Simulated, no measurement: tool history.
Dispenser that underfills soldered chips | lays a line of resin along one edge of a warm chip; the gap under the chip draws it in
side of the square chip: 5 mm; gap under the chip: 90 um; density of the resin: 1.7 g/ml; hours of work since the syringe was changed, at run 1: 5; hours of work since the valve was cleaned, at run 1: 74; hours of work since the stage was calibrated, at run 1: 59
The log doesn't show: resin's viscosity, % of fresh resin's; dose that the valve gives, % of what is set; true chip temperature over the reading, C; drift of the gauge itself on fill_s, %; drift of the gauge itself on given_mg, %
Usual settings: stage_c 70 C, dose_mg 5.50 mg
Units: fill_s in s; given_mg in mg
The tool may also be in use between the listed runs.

run   hour  stage_c  dose_mg  hours of work since the syringe was changed  hours of work since the valve was cleaned  hours of work since the stage was calibrated  fill_s  given_mg
  1    0.0       70     5.50                                            5                                         74                                            59    16.1      5.19
       0.9  -- new syringe of resin
  2    3.1       58     5.50                                            1                                         76                                            61    18.5      5.15
  3    6.1       58     5.50                                            3                                         78                                            63    21.1      5.19
      10.6  -- new syringe of resin
  4   11.0       58     5.71                                            0                                         80                                            65    17.1      5.32
  5   14.9       58     5.71                                            3                                         83                                            68    21.1      5.37
  6   18.6       58     5.71                                            5                                         85                                            70    24.3      5.35
      20.2  -- new syringe of resin
  7   22.6       70     6.90                                            1                                         87                                            72    11.8      6.41
  8   24.7       70     6.90                                            3                                         89                                            74    12.6      6.47
  9   27.4       82     5.50                                            4                                         90                                            75    10.1      5.16
      30.1  -- dispensing valve cleaned and set on the balance
      30.7  -- new syringe of resin
 10   31.6       82     5.50                                            1                                          1                                            77     6.3      5.50
 11   35.1       70     6.32                                            3                                          3                                            79    12.0      6.36
 12   39.1       70     6.32                                            5                                          5                                            82    15.6      6.30
      40.4  -- new syringe of resin
 13   41.5       70     6.32                                            1                                          7                                            83    11.2      6.28
 14   46.0       70     6.32                                            3                                          9                                            86    13.3      6.29
      50.2  -- new syringe of resin
 15   50.5       64     5.50                                            0                                         12                                            88    13.4      5.47
 16   54.1       64     5.50                                            2                                         14                                            90    15.4      5.49
 17   56.5       64     5.50                                            4                                         16                                            92    17.5      5.46
      59.8  -- new syringe of resin
 18   61.4       70     5.50                                            1                                         18                                            95    10.8      5.41
 19   64.9       77     7.11                                            3                                         21                                            97    10.1      7.07
 20   68.3       62     4.75                                            5                                         23                                            99    21.6      4.62
      69.3  -- new syringe of resin
 21   71.9       77     6.48                                            2                                         25                                           101     8.7      6.39
 22   74.9       77     6.48                                            3                                         26                                           103    10.2      6.42
 23   76.8       77     6.48                                            5                                         28                                           104    11.6      6.39
      79.0  -- new syringe of resin
 24   79.1       73     5.92                                            0                                         29                                           105     9.6      5.80
 25   81.0       55     6.71                                            1                                         30                                           106    20.1      6.58
 26   83.5       69     6.35                                            3                                         31                                           108    13.4      6.19
 27   87.5       81     4.84                                            5                                         34                                           110    10.2      4.77
      88.5  -- new syringe of resin
 28   90.2       81     4.84                                            1                                         35                                           112     7.6      4.75
 29   93.6       81     4.84                                            3                                         37                                           114     9.4      4.73
 30   96.6       78     6.48                                            5                                         39                                           116    10.9      6.37
      97.9  -- new syringe of resin
 31   98.9       78     6.48                                            1                                         41                                           117     8.0      6.27
 32  101.6       78     5.43                                            2                                         42                                           118     9.6      5.26
 33  106.1       70     6.50                                            5                                         45                                           121    14.1      6.32
     107.5  -- new syringe of resin
 34  109.1       60     6.41                                            1                                         47                                           123    16.1      6.21
 35  112.9       81     6.93                                            3                                         49                                           125     8.3      6.73
 36  115.9       81     6.93                                            5                                         51                                           127     9.7      6.66

3 ways to go on from here, each from the tool as it stands after run 36. What would each give?
     117.3  -- new syringe of resin
  A  119.8       71     5.50                                            2                                         53                                           129       ?         ?
     117.3  -- new syringe of resin
  B  119.8       77     5.77                                            2                                         53                                           129       ?         ?
     117.3  -- new syringe of resin
  C  119.8       77     5.94                                            2                                         53                                           129       ?         ?

run  fill_s  given_mg
  A    11.0      5.29
  B     9.0      5.53
  C     8.8      5.74
Without the tool's hidden state the same runs would have given:
run  fill_s  given_mg
  A    10.0      5.48
  B     8.2      5.73
  C     7.9      5.95
